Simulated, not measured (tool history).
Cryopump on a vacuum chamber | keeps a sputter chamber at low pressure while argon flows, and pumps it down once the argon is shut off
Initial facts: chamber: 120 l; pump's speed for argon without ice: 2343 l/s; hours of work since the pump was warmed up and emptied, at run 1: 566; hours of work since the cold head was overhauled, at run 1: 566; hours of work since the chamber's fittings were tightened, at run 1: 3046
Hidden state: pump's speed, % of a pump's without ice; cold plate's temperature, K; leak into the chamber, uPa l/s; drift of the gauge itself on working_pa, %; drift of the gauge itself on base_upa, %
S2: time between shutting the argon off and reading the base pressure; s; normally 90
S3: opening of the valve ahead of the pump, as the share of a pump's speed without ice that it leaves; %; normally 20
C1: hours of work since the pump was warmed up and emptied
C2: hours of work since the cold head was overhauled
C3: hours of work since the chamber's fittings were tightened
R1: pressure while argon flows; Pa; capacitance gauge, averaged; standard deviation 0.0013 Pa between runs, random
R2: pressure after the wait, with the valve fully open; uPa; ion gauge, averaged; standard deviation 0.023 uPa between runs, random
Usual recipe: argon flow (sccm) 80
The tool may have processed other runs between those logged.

Run 1, hour 0.0: usual settings; C1 566; C2 566; C3 3046. Result: R1 0.2969 Pa, R2 2.40 uPa.
Run 2, hour 17.6: usual settings; C1 581; C2 581; C3 3062. Result: R1 0.2985 Pa, R2 2.38 uPa.
Run 3, hour 39.8: usual settings but S3 45 %; C1 601; C2 601; C3 3081. Result: R1 0.1382 Pa, R2 2.43 uPa.
Run 4, hour 58.9: usual settings but S3 45 %; C1 618; C2 618; C3 3098. Result: R1 0.1384 Pa, R2 2.48 uPa.
Run 5, hour 79.4: usual settings; C1 636; C2 636; C3 3117. Result: R1 0.2984 Pa, R2 2.41 uPa.
Run 6, hour 111.2: usual settings but argon flow (sccm) 54; C1 665; C2 665; C3 3145. Result: R1 0.2025 Pa, R2 2.51 uPa.
Run 7, hour 148.9: usual settings but argon flow (sccm) 54; C1 698; C2 698; C3 3178. Result: R1 0.2020 Pa, R2 2.53 uPa.
Run 8, hour 188.4: usual settings but argon flow (sccm) 54; C1 733; C2 733; C3 3214. Result: R1 0.2018 Pa, R2 2.58 uPa.
Run 9, hour 209.0: usual settings but argon flow (sccm) 54; C1 752; C2 752; C3 3232. Result: R1 0.2030 Pa, R2 2.51 uPa.
Run 10, hour 232.7: usual settings but argon flow (sccm) 54; C1 773; C2 773; C3 3253. Result: R1 0.2033 Pa, R2 2.57 uPa.
Run 11, hour 252.1: usual settings but argon flow (sccm) 73, S2 49 s; C1 790; C2 790; C3 3270. Result: R1 0.2749 Pa, R2 3.15 uPa.
Run 12, hour 273.5: usual settings but argon flow (sccm) 73, S2 49 s, S3 53 %; C1 809; C2 809; C3 3289. Result: R1 0.1112 Pa, R2 3.12 uPa.
Run 13, hour 294.5: usual settings but argon flow (sccm) 73, S2 49 s, S3 53 %; C1 828; C2 828; C3 3308. Result: R1 0.1113 Pa, R2 3.24 uPa.
Run 14, hour 320.3: usual settings but S2 29 s, S3 33 %; C1 851; C2 851; C3 3331. Result: R1 0.1873 Pa, R2 4.13 uPa.
At hour 343.7: pump warmed up, emptied and cooled again.
Run 15, hour 367.4: usual settings but argon flow (sccm) 36, S2 44 s, S3 24 %; C1 21; C2 888; C3 3369. Result: R1 0.1074 Pa, R2 3.05 uPa.
Run 16, hour 401.2: usual settings but argon flow (sccm) 36, S2 44 s, S3 31 %; C1 51; C2 918; C3 3399. Result: R1 0.0845 Pa, R2 3.03 uPa.
Run 17, hour 443.4: usual settings but argon flow (sccm) 36, S2 41 s, S3 31 %; C1 89; C2 956; C3 3436. Result: R1 0.0854 Pa, R2 3.18 uPa.
Run 18, hour 473.6: usual settings but argon flow (sccm) 126, S2 194 s, S3 47 %; C1 116; C2 983; C3 3463. Result: R1 0.1964 Pa, R2 1.91 uPa.

Some steps in R1 between neighbouring runs. How much of each would the tool show without its hidden state too (settings, what came in, random variation), and how much is left for the hidden state, with any gauge scatter that isn't in both results?
Run 11 -> 12: S3 20 -> 53. R1 -0.1637 Pa: hidden state +0.0002, all else -0.1639.
Run 14 -> 15: argon flow (sccm) 80 -> 36, S2 29 -> 44, S3 33 -> 24, pump warmed up, emptied and cooled again. R1 -0.0799 Pa: hidden state -0.0139, all else -0.0660.

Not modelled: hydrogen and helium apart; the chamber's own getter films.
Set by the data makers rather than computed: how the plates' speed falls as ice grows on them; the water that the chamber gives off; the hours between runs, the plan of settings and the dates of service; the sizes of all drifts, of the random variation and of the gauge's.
